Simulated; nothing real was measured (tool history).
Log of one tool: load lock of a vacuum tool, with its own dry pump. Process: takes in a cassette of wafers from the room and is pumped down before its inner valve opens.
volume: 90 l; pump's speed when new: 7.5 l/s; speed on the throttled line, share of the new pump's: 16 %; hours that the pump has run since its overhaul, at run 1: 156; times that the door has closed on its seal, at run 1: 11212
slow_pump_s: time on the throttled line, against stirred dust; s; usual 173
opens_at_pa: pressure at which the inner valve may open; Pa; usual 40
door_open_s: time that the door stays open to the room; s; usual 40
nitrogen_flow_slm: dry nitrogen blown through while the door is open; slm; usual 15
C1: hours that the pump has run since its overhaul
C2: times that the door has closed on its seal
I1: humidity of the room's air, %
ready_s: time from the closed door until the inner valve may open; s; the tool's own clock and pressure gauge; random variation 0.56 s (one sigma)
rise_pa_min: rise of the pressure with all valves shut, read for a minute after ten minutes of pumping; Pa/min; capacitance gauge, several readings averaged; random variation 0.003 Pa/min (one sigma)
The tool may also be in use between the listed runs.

Run 1, day 0: usual settings; C1 156; C2 11212; I1 44.4. Result: ready_s 239.2 s, rise_pa_min 0.013 Pa/min.
Run 2, day 3.8: usual settings; C1 247; C2 11491; I1 47.4. Result: ready_s 239.5 s, rise_pa_min 0.017 Pa/min.
Run 3, day 9.771: usual settings but door_open_s 176 s; C1 391; C2 11930; I1 44.5. Result: ready_s 239.8 s, rise_pa_min 0.047 Pa/min.
Run 4, day 14.879: usual settings but door_open_s 176 s, nitrogen_flow_slm 25 slm; C1 513; C2 12306; I1 42.5. Result: ready_s 240.1 s, rise_pa_min 0.037 Pa/min.
Run 5, day 21.179: usual settings but door_open_s 176 s, nitrogen_flow_slm 25 slm; C1 664; C2 12769; I1 46.4. Result: ready_s 240 s, rise_pa_min 0.045 Pa/min.
Run 6, day 27.829: usual settings but door_open_s 176 s, nitrogen_flow_slm 25 slm; C1 824; C2 13257; I1 45.8. Result: ready_s 239 s, rise_pa_min 0.034 Pa/min.
Run 7, day 35.521: usual settings but door_open_s 176 s, nitrogen_flow_slm 25 slm; C1 1009; C2 13823; I1 44.1. Result: ready_s 239.3 s, rise_pa_min 0.042 Pa/min.
Run 8, day 40.233: usual settings but door_open_s 176 s, nitrogen_flow_slm 25 slm; C1 1122; C2 14169; I1 42.4. Result: ready_s 240.1 s, rise_pa_min 0.039 Pa/min.
Run 9, day 46.067: usual settings but door_open_s 176 s, nitrogen_flow_slm 25 slm; C1 1262; C2 14598; I1 46. Result: ready_s 239.3 s, rise_pa_min 0.041 Pa/min.
Run 10, day 54.575: usual settings but nitrogen_flow_slm 13 slm; C1 1466; C2 15223; I1 42.1. Result: ready_s 239 s, rise_pa_min 0.017 Pa/min.
Run 11, day 61.95: usual settings but nitrogen_flow_slm 13 slm; C1 1643; C2 15766; I1 44.3. Result: ready_s 239.4 s, rise_pa_min 0.018 Pa/min.
Run 12, day 66.483: usual settings; C1 1752; C2 16099; I1 46.6. Result: ready_s 240 s, rise_pa_min 0.018 Pa/min.
Run 13, day 71.717: usual settings; C1 1877; C2 16484; I1 45. Result: ready_s 239.1 s, rise_pa_min 0.019 Pa/min.
Run 14, day 79.062: usual settings; C1 2054; C2 17023; I1 42.9. Result: ready_s 240.3 s, rise_pa_min 0.018 Pa/min.
Run 15, day 84.371: usual settings; C1 2181; C2 17414; I1 42.4. Result: ready_s 239.7 s, rise_pa_min 0.015 Pa/min.
Run 16, day 89.683: usual settings but slow_pump_s 144 s; C1 2309; C2 17804; I1 46.5. Result: ready_s 215.3 s, rise_pa_min 0.023 Pa/min.
Run 17, day 96.133: usual settings but slow_pump_s 144 s; C1 2463; C2 18278; I1 42.5. Result: ready_s 216.3 s, rise_pa_min 0.013 Pa/min.
Run 18, day 103.45: usual settings; C1 2639; C2 18816; I1 44.1. Result: ready_s 239.5 s, rise_pa_min 0.018 Pa/min.
Run 19, day 110.783: usual settings but door_open_s 45 s; C1 2815; C2 19355; I1 45.2. Result: ready_s 239 s, rise_pa_min 0.021 Pa/min.
Run 20, day 115.104: usual settings but slow_pump_s 135 s, nitrogen_flow_slm 11 slm; C1 2919; C2 19673; I1 41.6. Result: ready_s 207.3 s, rise_pa_min 0.022 Pa/min.
Run 21, day 122.508: usual settings but slow_pump_s 135 s, nitrogen_flow_slm 13 slm; C1 3096; C2 20217; I1 43.1. Result: ready_s 207.7 s, rise_pa_min 0.023 Pa/min.
Run 22, day 130.654: usual settings but slow_pump_s 237 s; C1 3292; C2 20816; I1 45.4. Result: ready_s 293.3 s, rise_pa_min 0.023 Pa/min.
Run 23, day 137.117: usual settings but slow_pump_s 90 s, nitrogen_flow_slm 4 slm; C1 3447; C2 21291; I1 45.1. Result: ready_s 170 s, rise_pa_min 0.031 Pa/min.
At day 140.6: door's seal changed, seat wiped.
Run 24, day 141.158: usual settings but slow_pump_s 90 s, opens_at_pa 60 Pa, door_open_s 227 s, nitrogen_flow_slm 11 slm; C1 3543; C2 41; I1 42. Result: ready_s 164.7 s, rise_pa_min 0.066 Pa/min.
Run 25, day 148.475: usual settings but door_open_s 36 s, nitrogen_flow_slm 23 slm; C1 3718; C2 579; I1 44.3. Result: ready_s 239.7 s, rise_pa_min 0.01 Pa/min.
Run 26, day 154.15: usual settings but door_open_s 36 s, nitrogen_flow_slm 23 slm; C1 3854; C2 996; I1 48.4. Result: ready_s 241.5 s, rise_pa_min 0.014 Pa/min.
Run 27, day 159.35: usual settings but opens_at_pa 61 Pa, door_open_s 36 s, nitrogen_flow_slm 8 slm; C1 3979; C2 1379; I1 44. Result: ready_s 235.7 s, rise_pa_min 0.014 Pa/min.
Run 28, day 164.867: usual settings but slow_pump_s 227 s, opens_at_pa 50 Pa, nitrogen_flow_slm 26 slm; C1 4111; C2 1784; I1 45.2. Result: ready_s 283.3 s, rise_pa_min 0.009 Pa/min.
Run 29, day 173.125: usual settings but opens_at_pa 31 Pa, door_open_s 113 s; C1 4310; C2 2391; I1 43.7. Result: ready_s 243.1 s, rise_pa_min 0.037 Pa/min.
Run 30, day 178.646: usual settings but opens_at_pa 31 Pa, door_open_s 113 s; C1 4442; C2 2797; I1 43.6. Result: ready_s 242.2 s, rise_pa_min 0.034 Pa/min.
Run 31, day 184.129: usual settings but opens_at_pa 31 Pa, door_open_s 113 s; C1 4574; C2 3200; I1 45.8. Result: ready_s 244 s, rise_pa_min 0.042 Pa/min.
Run 32, day 190.896: usual settings but opens_at_pa 31 Pa, door_open_s 113 s; C1 4736; C2 3697; I1 44.3. Result: ready_s 242.4 s, rise_pa_min 0.035 Pa/min.
Run 33, day 197.217: usual settings but door_open_s 41 s, nitrogen_flow_slm 17 slm; C1 4888; C2 4162; I1 44.1. Result: ready_s 240.1 s, rise_pa_min 0.02 Pa/min.
Run 34, day 204.329: usual settings but opens_at_pa 72 Pa, nitrogen_flow_slm 12 slm; C1 5059; C2 4685; I1 43.6. Result: ready_s 232.9 s, rise_pa_min 0.018 Pa/min.
Run 35, day 209.308: usual settings but slow_pump_s 231 s, opens_at_pa 41 Pa, door_open_s 36 s, nitrogen_flow_slm 34 slm; C1 5178; C2 5051; I1 46. Result: ready_s 288.6 s, rise_pa_min 0.006 Pa/min.
Run 36, day 215.808: usual settings but slow_pump_s 144 s; C1 5334; C2 5528; I1 44.7. Result: ready_s 215.8 s, rise_pa_min 0.016 Pa/min.
Run 37, day 219.729: usual settings but slow_pump_s 127 s, opens_at_pa 78 Pa, door_open_s 180 s; C1 5428; C2 5817; I1 46.5. Result: ready_s 192.8 s, rise_pa_min 0.045 Pa/min.
Run 38, day 225.004: usual settings but slow_pump_s 127 s, opens_at_pa 78 Pa, door_open_s 180 s; C1 5555; C2 6204; I1 46.6. Result: ready_s 193.6 s, rise_pa_min 0.055 Pa/min.

Forecast each of these 3 alternatives for the next run:
Run A, day 232.9: usual settings but slow_pump_s 215 s, opens_at_pa 78 Pa, door_open_s 25 s; C1 5744; C2 6785; I1 41.9. Result: ready_s ?, rise_pa_min ?.
Run B, day 232.9: usual settings but slow_pump_s 287 s, opens_at_pa 38 Pa, door_open_s 92 s; C1 5744; C2 6785; I1 43.6. Result: ready_s ?, rise_pa_min ?.
Run C, day 232.9: usual settings but slow_pump_s 100 s, opens_at_pa 78 Pa, door_open_s 180 s; C1 5744; C2 6785; I1 48.7. Result: ready_s ?, rise_pa_min ?.

run  ready_s  rise_pa_min
  A    267.1        0.015
  B    336.8        0.025
  C    169.9         0.05
Without the tool's hidden state the same runs would have given:
run  ready_s  rise_pa_min
  A    267.1        0.014
  B    336.8        0.024
  C    169.8         0.05

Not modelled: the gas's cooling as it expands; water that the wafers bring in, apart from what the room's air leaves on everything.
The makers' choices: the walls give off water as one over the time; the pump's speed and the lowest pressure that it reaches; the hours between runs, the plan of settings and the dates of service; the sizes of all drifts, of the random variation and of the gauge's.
